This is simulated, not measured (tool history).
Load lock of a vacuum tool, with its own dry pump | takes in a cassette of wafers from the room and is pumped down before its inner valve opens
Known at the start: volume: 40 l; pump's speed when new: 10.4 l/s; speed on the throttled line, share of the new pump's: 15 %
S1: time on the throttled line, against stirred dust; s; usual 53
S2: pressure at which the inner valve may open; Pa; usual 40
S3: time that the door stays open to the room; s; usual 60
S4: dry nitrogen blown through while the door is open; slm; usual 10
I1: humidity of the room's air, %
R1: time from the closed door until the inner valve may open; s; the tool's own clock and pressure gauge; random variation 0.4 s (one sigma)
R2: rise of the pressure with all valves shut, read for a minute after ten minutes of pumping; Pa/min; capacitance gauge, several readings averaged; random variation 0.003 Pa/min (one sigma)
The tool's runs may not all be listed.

Run 1, hour 0.0: usual settings; I1 45.3. Result: R1 77.3 s, R2 0.090 Pa/min.
Run 2, hour 104.3: usual settings; I1 45.9. Result: R1 77.0 s, R2 0.092 Pa/min.
Run 3, hour 216.7: usual settings; I1 41.9. Result: R1 76.1 s, R2 0.096 Pa/min.
Run 4, hour 301.8: usual settings; I1 45.9. Result: R1 77.1 s, R2 0.095 Pa/min.
Run 5, hour 386.8: usual settings; I1 47.5. Result: R1 76.6 s, R2 0.100 Pa/min.
Run 6, hour 471.1: usual settings; I1 48.9. Result: R1 76.7 s, R2 0.103 Pa/min.
Run 7, hour 566.3: usual settings but S1 103 s; I1 50.9. Result: R1 118.2 s, R2 0.104 Pa/min.
Run 8, hour 634.3: usual settings; I1 42.3. Result: R1 77.0 s, R2 0.109 Pa/min.
Run 9, hour 712.9: usual settings; I1 46.5. Result: R1 77.2 s, R2 0.110 Pa/min.
Run 10, hour 814.3: usual settings; I1 39.3. Result: R1 76.3 s, R2 0.104 Pa/min.
Run 11, hour 946.3: usual settings; I1 44.3. Result: R1 77.1 s, R2 0.110 Pa/min.
Run 12, hour 1051.7: usual settings; I1 43.6. Result: R1 76.8 s, R2 0.113 Pa/min.
Run 13, hour 1185.4: usual settings; I1 48.0. Result: R1 78.0 s, R2 0.115 Pa/min.
Run 14, hour 1285.4: usual settings; I1 47.3. Result: R1 77.5 s, R2 0.125 Pa/min.
Run 15, hour 1366.2: usual settings; I1 44.9. Result: R1 77.5 s, R2 0.126 Pa/min.
Run 16, hour 1471.9: usual settings but S3 170 s; I1 44.3. Result: R1 77.0 s, R2 0.134 Pa/min.
Run 17, hour 1547.7: usual settings but S1 43 s; I1 45.9. Result: R1 69.1 s, R2 0.128 Pa/min.
Run 18, hour 1673.2: usual settings but S1 43 s; I1 46.2. Result: R1 68.6 s, R2 0.130 Pa/min.
Run 19, hour 1762.8: usual settings but S1 43 s; I1 45.0. Result: R1 69.1 s, R2 0.129 Pa/min.
Run 20, hour 1867.6: usual settings but S2 53 Pa, S3 88 s; I1 44.3. Result: R1 76.1 s, R2 0.135 Pa/min.
Run 21, hour 1986.4: usual settings but S1 69 s, S2 53 Pa, S3 54 s, S4 24 slm; I1 42.4. Result: R1 90.1 s, R2 0.129 Pa/min.
Run 22, hour 2063.9: usual settings but S1 69 s, S2 53 Pa, S3 54 s, S4 24 slm; I1 46.9. Result: R1 89.7 s, R2 0.123 Pa/min.
Run 23, hour 2182.3: usual settings but S1 92 s, S2 48 Pa, S3 49 s, S4 24 slm; I1 44.1. Result: R1 109.3 s, R2 0.132 Pa/min.
Run 24, hour 2262.1: usual settings but S1 67 s, S2 56 Pa, S3 221 s, S4 6 slm; I1 45.3. Result: R1 87.8 s, R2 0.165 Pa/min.
Run 25, hour 2349.7: usual settings but S3 43 s, S4 11 slm; I1 46.0. Result: R1 77.8 s, R2 0.141 Pa/min.
Run 26, hour 2479.9: usual settings but S3 43 s, S4 11 slm; I1 44.4. Result: R1 77.9 s, R2 0.144 Pa/min.
Run 27, hour 2597.8: usual settings but S1 57 s, S3 35 s; I1 40.9. Result: R1 80.4 s, R2 0.145 Pa/min.
Run 28, hour 2692.6: usual settings but S1 57 s, S3 59 s; I1 48.9. Result: R1 81.0 s, R2 0.154 Pa/min.
Run 29, hour 2771.6: usual settings but S1 73 s, S3 202 s; I1 44.1. Result: R1 95.0 s, R2 0.165 Pa/min.
Run 30, hour 2874.7: usual settings but S1 50 s; I1 44.7. Result: R1 75.6 s, R2 0.156 Pa/min.
Run 31, hour 2960.7: usual settings but S1 82 s, S2 34 Pa; I1 44.5. Result: R1 102.5 s, R2 0.158 Pa/min.
Run 32, hour 3032.4: usual settings but S1 92 s, S2 54 Pa, S3 236 s; I1 43.1. Result: R1 109.5 s, R2 0.180 Pa/min.
Run 33, hour 3128.0: usual settings but S3 38 s, S4 15 slm; I1 43.8. Result: R1 77.2 s, R2 0.154 Pa/min.
Run 34, hour 3239.0: usual settings but S3 50 s, S4 24 slm; I1 43.0. Result: R1 77.4 s, R2 0.154 Pa/min.
Run 35, hour 3357.6: usual settings but S3 50 s, S4 24 slm; I1 45.6. Result: R1 77.9 s, R2 0.162 Pa/min.
Run 36, hour 3464.0: usual settings but S1 88 s, S2 57 Pa, S3 82 s, S4 7 slm; I1 46.0. Result: R1 106.1 s, R2 0.180 Pa/min.
Run 37, hour 3583.0: usual settings but S1 88 s, S2 57 Pa, S3 82 s, S4 7 slm; I1 46.1. Result: R1 105.4 s, R2 0.174 Pa/min.
Run 38, hour 3718.7: usual settings but S2 41 Pa, S4 5 slm; I1 44.9. Result: R1 78.3 s, R2 0.182 Pa/min.

3 ways to go on from here, each from the tool as it stands after run 38. What would each give?
Run A, hour 3853.5: usual settings but S1 62 s, S2 41 Pa, S3 26 s, S4 5 slm; I1 43.3. Result: R1 ?, R2 ?.
Run B, hour 3853.5: usual settings but S2 68 Pa, S3 186 s; I1 43.4. Result: R1 ?, R2 ?.
Run C, hour 3853.5: usual settings but S2 71 Pa, S4 5 slm; I1 45.2. Result: R1 ?, R2 ?.

run    R1     R2
  A  86.1  0.175
  B  75.1  0.192
  C  75.8  0.183
Without the tool's hidden state the same runs would have given:
run    R1     R2
  A  83.7  0.023
  B  72.7  0.039
  C  73.5  0.029
